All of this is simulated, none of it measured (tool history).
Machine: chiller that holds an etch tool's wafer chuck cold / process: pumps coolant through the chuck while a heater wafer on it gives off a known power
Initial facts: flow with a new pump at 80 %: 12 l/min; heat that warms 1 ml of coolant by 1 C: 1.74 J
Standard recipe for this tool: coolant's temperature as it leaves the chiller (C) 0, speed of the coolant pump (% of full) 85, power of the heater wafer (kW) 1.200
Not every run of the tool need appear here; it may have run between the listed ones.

run	hour	coolant's temperature as it leaves the chiller (C)	speed of the coolant pump (% of full)	power of the heater wafer (kW)	chuck's temperature once it has settled (C)	how much warmer the coolant comes back (C)
1	0.0	0	85	1.200	9.2	3.33
2	32.0	0	85	1.200	9.4	3.27
3	53.4	0	85	0.773	6.0	2.08
4	85.0	0	85	0.773	6.1	2.07
5	123.9	0	85	1.200	9.3	3.19
6	155.9	0	85	1.200	9.3	3.16
7	183.2	0	99	1.200	8.4	2.72
8	208.6	9	85	1.200	18.3	3.17
9	246.0	9	85	1.200	18.3	3.15
10	290.5	9	85	1.200	18.5	3.13
11	314.6	0	85	0.699	5.4	1.78
12	336.6	0	85	0.699	5.6	1.80
13	362.9	-8	78	1.200	2.0	3.42
14	404.8	3	79	1.034	11.7	2.91
15	438.3	3	79	1.034	11.5	2.92
16	473.6	7	85	1.048	15.1	2.69
17	509.5	7	85	1.048	15.3	2.68
18	556.2	7	85	1.048	15.2	2.59
19	596.2	7	85	0.929	14.2	2.26
20	621.6	9	79	1.214	19.0	3.30
21	663.9	9	79	1.214	19.1	3.27

Results per run with the tool's hidden condition removed, run-to-run variation unchanged:
Hidden state at play: heat passed by the chuck's channels, % of clean ones'; flow at a given pump speed, % of a new pump's; coolant's true temperature over the reading, C; drift of the gauge itself on chuck_c, C; drift of the gauge itself on warmer_back_c, C.
run	how much warmer the coolant comes back (C)
1	3.33
2	3.28
3	2.10
4	2.10
5	3.23
6	3.22
7	2.78
8	3.24
9	3.23
10	3.23
11	1.89
12	1.92
13	3.55
14	3.05
15	3.08
16	2.85
17	2.86
18	2.79
19	2.47
20	3.52
21	3.50
chuck's temperature once it has settled (C): at most 0.1 away from the measurement, every run.

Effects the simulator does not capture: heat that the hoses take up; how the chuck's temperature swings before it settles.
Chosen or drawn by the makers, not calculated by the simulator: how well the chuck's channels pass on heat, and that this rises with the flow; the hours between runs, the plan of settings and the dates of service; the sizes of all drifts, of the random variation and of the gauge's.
